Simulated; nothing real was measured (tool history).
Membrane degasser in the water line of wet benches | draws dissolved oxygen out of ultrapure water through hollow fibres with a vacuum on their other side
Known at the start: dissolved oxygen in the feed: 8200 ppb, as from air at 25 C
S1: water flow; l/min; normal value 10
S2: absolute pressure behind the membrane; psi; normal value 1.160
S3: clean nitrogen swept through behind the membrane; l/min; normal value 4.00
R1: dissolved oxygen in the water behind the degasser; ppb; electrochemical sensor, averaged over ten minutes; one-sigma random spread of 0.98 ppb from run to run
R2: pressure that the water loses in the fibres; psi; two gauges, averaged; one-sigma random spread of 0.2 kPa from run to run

Run 1, hour 0.0: usual settings. Result: R1 94.2 ppb, R2 6.125 psi.
Run 2, hour 83.8: usual settings. Result: R1 93.9 ppb, R2 6.177 psi.
Run 3, hour 142.6: usual settings. Result: R1 94.0 ppb, R2 6.087 psi.
Run 4, hour 262.2: usual settings. Result: R1 94.7 ppb, R2 6.195 psi.
Run 5, hour 393.3: usual settings but S2 1.732 psi. Result: R1 115.5 ppb, R2 6.232 psi.
Run 6, hour 459.1: usual settings but S2 1.732 psi. Result: R1 117.4 ppb, R2 6.222 psi.
Run 7, hour 535.7: usual settings. Result: R1 93.2 ppb, R2 6.221 psi.
Run 8, hour 665.8: usual settings but S3 2.71 l/min. Result: R1 107.2 ppb, R2 6.248 psi.
Run 9, hour 757.0: usual settings but S3 2.71 l/min. Result: R1 108.0 ppb, R2 6.237 psi.
Run 10, hour 822.3: usual settings but S3 2.71 l/min. Result: R1 107.6 ppb, R2 6.319 psi.
Run 11, hour 957.2: usual settings but S3 2.71 l/min. Result: R1 106.4 ppb, R2 6.247 psi.
Run 12, hour 1027.2: usual settings but S3 2.71 l/min. Result: R1 108.0 ppb, R2 6.283 psi.
At hour 1136.3: gauge calibrated.
Run 13, hour 1160.0: usual settings but S3 1.66 l/min. Result: R1 132.6 ppb, R2 6.147 psi.
Run 14, hour 1272.0: usual settings but S3 1.66 l/min. Result: R1 131.3 ppb, R2 6.125 psi.
Run 15, hour 1382.2: usual settings but S2 1.070 psi. Result: R1 90.4 ppb, R2 6.180 psi.
Run 16, hour 1462.7: usual settings but S2 1.070 psi. Result: R1 89.7 ppb, R2 6.184 psi.
Run 17, hour 1533.2: usual settings but S2 1.070 psi, S3 1.88 l/min. Result: R1 116.9 ppb, R2 6.164 psi.
Run 18, hour 1633.8: usual settings but S2 1.070 psi, S3 1.88 l/min. Result: R1 118.3 ppb, R2 6.195 psi.
Run 19, hour 1745.5: usual settings but S1 15 l/min, S2 1.070 psi, S3 6.53 l/min. Result: R1 202.0 ppb, R2 9.324 psi.
Run 20, hour 1855.7: usual settings but S1 15 l/min, S2 1.070 psi, S3 6.53 l/min. Result: R1 200.8 ppb, R2 9.365 psi.
Run 21, hour 1974.4: usual settings but S2 1.157 psi. Result: R1 92.2 ppb, R2 6.276 psi.
Run 22, hour 2095.4: usual settings but S1 15 l/min. Result: R1 220.5 ppb, R2 9.430 psi.
Run 23, hour 2168.1: usual settings but S2 1.471 psi, S3 2.38 l/min. Result: R1 135.8 ppb, R2 6.271 psi.
Run 24, hour 2261.7: usual settings but S1 7 l/min, S2 2.353 psi, S3 1.64 l/min. Result: R1 156.8 ppb, R2 4.398 psi.
Run 25, hour 2377.3: usual settings but S1 7 l/min, S2 1.558 psi, S3 1.64 l/min. Result: R1 99.5 ppb, R2 4.443 psi.
Run 26, hour 2479.6: usual settings but S1 7 l/min, S2 1.288 psi, S3 2.10 l/min. Result: R1 66.9 ppb, R2 4.408 psi.
Run 27, hour 2538.1: usual settings but S3 2.85 l/min. Result: R1 106.8 ppb, R2 6.292 psi.
Run 28, hour 2608.1: usual settings but S3 2.85 l/min. Result: R1 105.7 ppb, R2 6.361 psi.
Run 29, hour 2733.7: usual settings but S3 11.08 l/min. Result: R1 74.2 ppb, R2 6.396 psi.
Run 30, hour 2823.7: usual settings but S2 0.898 psi. Result: R1 81.6 ppb, R2 6.408 psi.
Run 31, hour 2887.6: usual settings but S1 12 l/min, S2 0.783 psi, S3 5.60 l/min. Result: R1 118.7 ppb, R2 7.719 psi.
Run 32, hour 3005.9: usual settings but S1 12 l/min, S2 0.783 psi, S3 5.60 l/min. Result: R1 116.2 ppb, R2 7.733 psi.

Selected run-to-run steps in R2, each split into two signed amounts: the part the tool would show with no hidden state at all (from settings, incoming material and random variation), and the remainder, which goes to the hidden state together with any gauge scatter not common to the measured and the hidden-state-free results:
Hidden conditions of the tool in this case: membrane still open, %; true pressure behind the membrane over the reading, kPa; air that leaks in behind the membrane, l/min; drift of the gauge itself on oxygen_ppb, %; drift of the gauge itself on loss_of_pressure_kpa, %.
Run 12 -> 13: S3 2.71 -> 1.66, gauge calibrated. R2 -0.136 psi: hidden state -0.152, all else +0.016.
Run 18 -> 19: S1 10 -> 15, S3 1.88 -> 6.53. R2 +3.130 psi: hidden state +0.064, all else +3.066.
Run 21 -> 22: S1 10 -> 15, S2 1.157 -> 1.160. R2 +3.155 psi: hidden state +0.094, all else +3.060.
Run 22 -> 23: S1 15 -> 10, S2 1.160 -> 1.471, S3 4.00 -> 2.38. R2 -3.159 psi: hidden state -0.065, all else -3.094.
Run 26 -> 27: S1 7 -> 10, S2 1.288 -> 1.160, S3 2.10 -> 2.85. R2 +1.884 psi: hidden state +0.070, all else +1.814.

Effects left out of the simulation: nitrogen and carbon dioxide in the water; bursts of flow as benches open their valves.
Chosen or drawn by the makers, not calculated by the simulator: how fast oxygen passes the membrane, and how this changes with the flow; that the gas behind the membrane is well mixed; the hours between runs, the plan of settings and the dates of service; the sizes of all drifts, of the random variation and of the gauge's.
